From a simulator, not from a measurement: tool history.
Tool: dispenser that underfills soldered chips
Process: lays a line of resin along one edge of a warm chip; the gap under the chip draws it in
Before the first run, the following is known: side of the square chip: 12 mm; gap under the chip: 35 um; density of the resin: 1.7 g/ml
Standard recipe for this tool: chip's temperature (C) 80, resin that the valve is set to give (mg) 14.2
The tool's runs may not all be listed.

run	hour	chip's temperature (C)	resin that the valve is set to give (mg)	time until the resin shows at the far edge (s)	resin that the valve gave (mg)
1	0.0	80	14.2	226.7	14.10
2	3.2	80	14.2	172.1	14.03
3	8.1	80	14.2	232.6	13.98
4	12.6	80	14.2	191.3	13.99
5	18.7	80	14.2	170.5	13.97
6	24.7	80	14.2	158.9	13.92
7	28.2	80	14.2	197.8	13.93
8	31.6	75	14.2	317.0	13.93
9	36.4	88	14.2	130.4	14.18
10	40.9	88	14.2	104.1	14.17
11	45.9	85	14.2	171.9	14.10
12	49.7	85	14.2	131.7	14.08
13	54.9	85	14.2	188.8	14.09
14	58.8	80	14.2	182.8	14.07
15	63.6	80	14.2	254.1	14.07
16	69.4	80	14.2	216.4	14.05
17	72.6	80	12.1	169.1	11.91
18	75.9	80	14.3	209.5	14.08
19	81.6	92	14.2	97.8	13.96
20	87.1	92	14.2	142.0	13.96
21	92.1	70	16.5	343.7	16.17
22	95.6	66	14.7	327.2	14.43
23	101.9	91	16.8	140.9	16.48
24	108.3	68	17.6	379.8	17.54
25	113.7	80	15.6	178.7	15.53
26	118.5	80	15.6	245.1	15.53
27	123.9	85	15.2	171.3	15.09
28	128.5	81	13.9	167.2	13.81
29	133.0	81	13.9	225.9	13.78
30	136.3	70	17.8	289.9	17.59
31	140.8	68	14.4	440.2	14.22
32	146.1	68	14.0	376.6	13.77
33	152.4	69	16.3	326.8	16.07
34	157.5	70	15.6	266.9	15.38
35	160.0	70	15.6	316.9	15.31

Not shown here: 23 entries made in the log between runs. Locate each between two listed runs and compare the hidden state at the listed run before it with the hidden state at the listed run after it:
Run 1 -> run 2: new syringe of resin (hour 1.9)
  resin's viscosity, % of fresh resin's: 145.3 -> 109.4; dose that the valve gives, % of what is set: 98.92 -> 98.82
  measured result minus the result with no hidden state, time until the resin shows at the far edge (s): +72.9 -> +17.1; resin that the valve gave (mg): -0.15 -> -0.16
Run 3 -> run 4: new syringe of resin (hour 9.6)
  resin's viscosity, % of fresh resin's: 150.9 -> 122; dose that the valve gives, % of what is set: 98.65 -> 98.52; true chip temperature over the reading, C: -0.3 -> -0.31
  measured result minus the result with no hidden state, time until the resin shows at the far edge (s): +81.1 -> +37.0; resin that the valve gave (mg): -0.19 -> -0.21
Run 4 -> run 5: new syringe of resin (hour 17.2)
  resin's viscosity, % of fresh resin's: 122 -> 108.5; dose that the valve gives, % of what is set: 98.52 -> 98.34; true chip temperature over the reading, C: -0.31 -> -0.33
  measured result minus the result with no hidden state, time until the resin shows at the far edge (s): +37.0 -> +16.1; resin that the valve gave (mg): -0.21 -> -0.24
Run 5 -> run 6: new syringe of resin (hour 24.7)
  resin's viscosity, % of fresh resin's: 108.5 -> 99.9; dose that the valve gives, % of what is set: 98.34 -> 98.16; true chip temperature over the reading, C: -0.33 -> -0.34
  measured result minus the result with no hidden state, time until the resin shows at the far edge (s): +16.1 -> +2.7; resin that the valve gave (mg): -0.24 -> -0.26
Run 8 -> run 9: new syringe of resin (hour 32.4); dispensing valve cleaned and set on the balance (hour 33.4)
  resin's viscosity, % of fresh resin's: 157.6 -> 121.8; dose that the valve gives, % of what is set: 97.94 -> 99.79; true chip temperature over the reading, C: -0.35 -> -0.36
  measured result minus the result with no hidden state, time until the resin shows at the far edge (s): +119.6 -> +25.1; resin that the valve gave (mg): -0.29 -> -0.03
Run 9 -> run 10: new syringe of resin (hour 40.9)
  resin's viscosity, % of fresh resin's: 121.8 -> 98.3; dose that the valve gives, % of what is set: 99.79 -> 99.66; true chip temperature over the reading, C: -0.36 -> -0.37
  measured result minus the result with no hidden state, time until the resin shows at the far edge (s): +25.1 -> +0.0; resin that the valve gave (mg): -0.03 -> -0.05
Run 11 -> run 12: new syringe of resin (hour 48.7)
  resin's viscosity, % of fresh resin's: 136.3 -> 106.7; dose that the valve gives, % of what is set: 99.51 -> 99.4
  measured result minus the result with no hidden state, time until the resin shows at the far edge (s): +48.1 -> +10.6; resin that the valve gave (mg): -0.07 -> -0.09
Run 13 -> run 14: new syringe of resin (hour 56.5)
  resin's viscosity, % of fresh resin's: 150.8 -> 114.8; dose that the valve gives, % of what is set: 99.22 -> 99.11; true chip temperature over the reading, C: -0.39 -> -0.4
  measured result minus the result with no hidden state, time until the resin shows at the far edge (s): +65.9 -> +26.9; resin that the valve gave (mg): -0.12 -> -0.13
Run 15 -> run 16: new syringe of resin (hour 64.4)
  resin's viscosity, % of fresh resin's: 157.8 -> 138.1; dose that the valve gives, % of what is set: 98.96 -> 98.79; true chip temperature over the reading, C: -0.41 -> -0.42
  measured result minus the result with no hidden state, time until the resin shows at the far edge (s): +96.3 -> +63.0; resin that the valve gave (mg): -0.14 -> -0.17
Run 16 -> run 17: new syringe of resin (hour 72.2)
  resin's viscosity, % of fresh resin's: 138.1 -> 104.7; dose that the valve gives, % of what is set: 98.79 -> 98.69; true chip temperature over the reading, C: -0.42 -> -0.43
  measured result minus the result with no hidden state, time until the resin shows at the far edge (s): +63.0 -> +11.3; resin that the valve gave (mg): -0.17 -> -0.16
Run 18 -> run 19: new syringe of resin (hour 80.0)
  resin's viscosity, % of fresh resin's: 130.1 -> 109.2; dose that the valve gives, % of what is set: 98.58 -> 98.4; true chip temperature over the reading, C: -0.43 -> -0.44
  measured result minus the result with no hidden state, time until the resin shows at the far edge (s): +52.0 -> +10.2; resin that the valve gave (mg): -0.20 -> -0.23
Run 20 -> run 21: new syringe of resin (hour 87.7)
  resin's viscosity, % of fresh resin's: 157 -> 132.5; dose that the valve gives, % of what is set: 98.23 -> 98.07; true chip temperature over the reading, C: -0.46 -> -0.47
  measured result minus the result with no hidden state, time until the resin shows at the far edge (s): +53.7 -> +90.6; resin that the valve gave (mg): -0.25 -> -0.32
Run 21 -> run 22: new syringe of resin (hour 95.5)
  resin's viscosity, % of fresh resin's: 132.5 -> 100.7; dose that the valve gives, % of what is set: 98.07 -> 97.97
  measured result minus the result with no hidden state, time until the resin shows at the far edge (s): +90.6 -> +10.8; resin that the valve gave (mg): -0.32 -> -0.30
Run 23 -> run 24: new syringe of resin (hour 103.2); dispensing valve cleaned and set on the balance (hour 107.6)
  resin's viscosity, % of fresh resin's: 151.6 -> 131.4; dose that the valve gives, % of what is set: 97.77 -> 99.9
  measured result minus the result with no hidden state, time until the resin shows at the far edge (s): +50.2 -> +98.0; resin that the valve gave (mg): -0.37 -> -0.02
Run 24 -> run 25: new syringe of resin (hour 111.8)
  resin's viscosity, % of fresh resin's: 131.4 -> 113.4; dose that the valve gives, % of what is set: 99.9 -> 99.72; true chip temperature over the reading, C: -0.49 -> -0.5
  measured result minus the result with no hidden state, time until the resin shows at the far edge (s): +98.0 -> +24.9; resin that the valve gave (mg): -0.02 -> -0.04
Run 26 -> run 27: new syringe of resin (hour 119.3)
  resin's viscosity, % of fresh resin's: 156.2 -> 138.4; dose that the valve gives, % of what is set: 99.55 -> 99.39; true chip temperature over the reading, C: -0.51 -> -0.52
  measured result minus the result with no hidden state, time until the resin shows at the far edge (s): +92.2 -> +50.6; resin that the valve gave (mg): -0.07 -> -0.09
Run 27 -> run 28: new syringe of resin (hour 126.9)
  resin's viscosity, % of fresh resin's: 138.4 -> 111.5; dose that the valve gives, % of what is set: 99.39 -> 99.25; true chip temperature over the reading, C: -0.52 -> -0.53
  measured result minus the result with no hidden state, time until the resin shows at the far edge (s): +50.6 -> +21.1; resin that the valve gave (mg): -0.09 -> -0.10
Run 29 -> run 30: new syringe of resin (hour 134.7)
  resin's viscosity, % of fresh resin's: 149.7 -> 112; dose that the valve gives, % of what is set: 99.11 -> 99.01; true chip temperature over the reading, C: -0.54 -> -0.55
  measured result minus the result with no hidden state, time until the resin shows at the far edge (s): +79.1 -> +38.3; resin that the valve gave (mg): -0.13 -> -0.17
Run 31 -> run 32: new syringe of resin (hour 142.3)
  resin's viscosity, % of fresh resin's: 151 -> 128.3; dose that the valve gives, % of what is set: 98.86 -> 98.71; true chip temperature over the reading, C: -0.56 -> -0.57
  measured result minus the result with no hidden state, time until the resin shows at the far edge (s): +157.4 -> +91.9; resin that the valve gave (mg): -0.17 -> -0.18
Run 32 -> run 33: new syringe of resin (hour 149.8)
  resin's viscosity, % of fresh resin's: 128.3 -> 117.3; dose that the valve gives, % of what is set: 98.71 -> 98.51; true chip temperature over the reading, C: -0.57 -> -0.58
  measured result minus the result with no hidden state, time until the resin shows at the far edge (s): +91.9 -> +56.8; resin that the valve gave (mg): -0.18 -> -0.24
Run 33 -> run 34: new syringe of resin (hour 157.5)
  resin's viscosity, % of fresh resin's: 117.3 -> 100.8; dose that the valve gives, % of what is set: 98.51 -> 98.36; true chip temperature over the reading, C: -0.58 -> -0.59
  measured result minus the result with no hidden state, time until the resin shows at the far edge (s): +56.8 -> +10.3; resin that the valve gave (mg): -0.24 -> -0.26

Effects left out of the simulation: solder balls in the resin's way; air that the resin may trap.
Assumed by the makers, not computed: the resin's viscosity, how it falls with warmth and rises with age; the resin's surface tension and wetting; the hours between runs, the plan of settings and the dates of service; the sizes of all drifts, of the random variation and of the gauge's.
